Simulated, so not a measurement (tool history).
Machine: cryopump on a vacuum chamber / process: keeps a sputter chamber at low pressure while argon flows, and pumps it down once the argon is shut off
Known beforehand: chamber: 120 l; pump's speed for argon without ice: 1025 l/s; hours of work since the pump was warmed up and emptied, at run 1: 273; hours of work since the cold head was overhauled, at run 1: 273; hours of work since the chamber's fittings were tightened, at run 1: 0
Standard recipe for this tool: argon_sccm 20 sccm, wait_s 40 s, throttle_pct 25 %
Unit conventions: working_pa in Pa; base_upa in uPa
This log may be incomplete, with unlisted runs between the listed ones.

run	hour	argon_sccm	wait_s	throttle_pct	hours of work since the pump was warmed up and emptied	hours of work since the cold head was overhauled	hours of work since the chamber's fittings were tightened	working_pa	base_upa
1	0	20	40	25	273	273	0	0.1351	1.42
2	51.3	20	40	25	301	301	29	0.1357	1.52
3	74.3	20	105	25	314	314	41	0.1357	0.95
4	104.6	20	105	25	331	331	58	0.1364	1.04
5	132.1	20	40	25	346	346	74	0.1368	1.81
6	169.6	19	40	25	367	367	94	0.1304	1.85
7	220.4	19	40	25	396	396	123	0.1311	1.93
8	245.3	19	40	25	409	409	137	0.1307	2.06

For run 9, what comes out?
9	274.5	31	26	39	426	426	153	?	?

working_pa: 0.1409 Pa
base_upa: 2.75 uPa
Take away the tool's hidden state, keep the run-to-run variation as it was, and the same run would have given working_pa 0.1314 Pa, base_upa 1.97 uPa.

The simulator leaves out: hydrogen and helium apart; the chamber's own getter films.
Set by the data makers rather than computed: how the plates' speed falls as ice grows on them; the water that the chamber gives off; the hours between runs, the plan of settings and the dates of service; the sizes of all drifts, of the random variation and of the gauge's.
